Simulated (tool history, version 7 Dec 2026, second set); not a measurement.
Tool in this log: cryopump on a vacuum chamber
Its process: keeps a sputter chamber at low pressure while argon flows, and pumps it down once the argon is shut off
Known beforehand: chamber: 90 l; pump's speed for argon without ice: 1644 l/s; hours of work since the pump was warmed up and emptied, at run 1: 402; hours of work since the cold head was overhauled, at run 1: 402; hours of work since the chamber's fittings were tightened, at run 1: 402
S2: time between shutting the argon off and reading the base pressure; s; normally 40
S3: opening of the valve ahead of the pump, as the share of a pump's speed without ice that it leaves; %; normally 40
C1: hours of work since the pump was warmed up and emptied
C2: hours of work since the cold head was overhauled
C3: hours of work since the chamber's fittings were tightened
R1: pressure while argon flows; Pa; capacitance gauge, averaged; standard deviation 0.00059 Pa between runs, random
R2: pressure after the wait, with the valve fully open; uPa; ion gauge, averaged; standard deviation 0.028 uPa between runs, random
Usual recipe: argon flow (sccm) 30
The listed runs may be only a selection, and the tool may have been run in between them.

{"run": 1, "hour": 0.0, "argon flow (sccm)": 30, "S2": 40, "S3": 40, "C1": 402, "C2": 402, "C3": 402, "R1": 0.0795, "R2": 2.32}
{"run": 2, "hour": 47.0, "argon flow (sccm)": 29, "S2": 40, "S3": 40, "C1": 423, "C2": 423, "C3": 423, "R1": 0.0765, "R2": 2.35}
{"run": 3, "hour": 127.3, "argon flow (sccm)": 16, "S2": 40, "S3": 40, "C1": 458, "C2": 458, "C3": 458, "R1": 0.043, "R2": 2.54}
{"run": 4, "hour": 170.3, "argon flow (sccm)": 24, "S2": 40, "S3": 40, "C1": 477, "C2": 477, "C3": 477, "R1": 0.0638, "R2": 2.55}
{"run": 5, "hour": 225.8, "argon flow (sccm)": 13, "S2": 40, "S3": 40, "C1": 502, "C2": 502, "C3": 502, "R1": 0.0344, "R2": 2.64}
{"run": 6, "hour": 295.6, "argon flow (sccm)": 13, "S2": 40, "S3": 40, "C1": 533, "C2": 533, "C3": 533, "R1": 0.0333, "R2": 2.71}
{"run": 7, "hour": 343.5, "argon flow (sccm)": 13, "S2": 40, "S3": 40, "C1": 554, "C2": 554, "C3": 554, "R1": 0.0354, "R2": 2.83}
{"run": 8, "hour": 402.8, "argon flow (sccm)": 13, "S2": 40, "S3": 40, "C1": 580, "C2": 580, "C3": 580, "R1": 0.0349, "R2": 2.9}
{"run": 9, "hour": 451.8, "argon flow (sccm)": 30, "S2": 40, "S3": 40, "C1": 602, "C2": 602, "C3": 602, "R1": 0.0806, "R2": 2.94}
{"run": 10, "hour": 517.8, "argon flow (sccm)": 30, "S2": 40, "S3": 40, "C1": 631, "C2": 631, "C3": 631, "R1": 0.0802, "R2": 3}
{"run": 11, "hour": 575.0, "argon flow (sccm)": 30, "S2": 40, "S3": 39, "C1": 657, "C2": 657, "C3": 657, "R1": 0.0842, "R2": 3.06}
{"run": 12, "hour": 640.5, "argon flow (sccm)": 30, "S2": 40, "S3": 39, "C1": 686, "C2": 686, "C3": 686, "R1": 0.0833, "R2": 3.19}
{"run": 13, "hour": 704.0, "argon flow (sccm)": 30, "S2": 40, "S3": 39, "C1": 714, "C2": 714, "C3": 714, "R1": 0.0835, "R2": 3.25}
{"run": 14, "hour": 751.5, "argon flow (sccm)": 52, "S2": 29, "S3": 27, "C1": 735, "C2": 735, "C3": 735, "R1": 0.2074, "R2": 3.67}
{"run": 15, "hour": 807.8, "argon flow (sccm)": 25, "S2": 49, "S3": 27, "C1": 760, "C2": 760, "C3": 760, "R1": 0.0987, "R2": 3.15}
{"run": 16, "hour": 867.0, "argon flow (sccm)": 20, "S2": 151, "S3": 26, "C1": 786, "C2": 786, "C3": 786, "R1": 0.0832, "R2": 2.61}
{"run": 17, "hour": 922.8, "argon flow (sccm)": 30, "S2": 43, "S3": 40, "C1": 811, "C2": 811, "C3": 811, "R1": 0.0819, "R2": 3.3}
{"run": 18, "hour": 996.6, "argon flow (sccm)": 30, "S2": 43, "S3": 40, "C1": 843, "C2": 843, "C3": 843, "R1": 0.0825, "R2": 3.48}
{"run": 19, "hour": 1038.6, "argon flow (sccm)": 12, "S2": 21, "S3": 18, "C1": 862, "C2": 862, "C3": 862, "R1": 0.0712, "R2": 4.77}
{"run": 20, "hour": 1119.3, "argon flow (sccm)": 12, "S2": 21, "S3": 18, "C1": 898, "C2": 898, "C3": 898, "R1": 0.0699, "R2": 4.78}
{"run": 21, "hour": 1182.9, "argon flow (sccm)": 43, "S2": 96, "S3": 40, "C1": 926, "C2": 926, "C3": 926, "R1": 0.1187, "R2": 3.21}
{"run": 22, "hour": 1235.6, "argon flow (sccm)": 43, "S2": 96, "S3": 53, "C1": 949, "C2": 949, "C3": 949, "R1": 0.0922, "R2": 3.34}

Predict the results of run 23:
{"run": 23, "hour": 1305.6, "argon flow (sccm)": 30, "S2": 40, "S3": 23, "C1": 980, "C2": 980, "C3": 980, "R1": "?", "R2": "?"}

Run 23 yielded R1 0.141 Pa, R2 4.17 uPa.
Had the tool carried no hidden state, the very same run would have given R1 0.1346 Pa, R2 1.35 uPa.
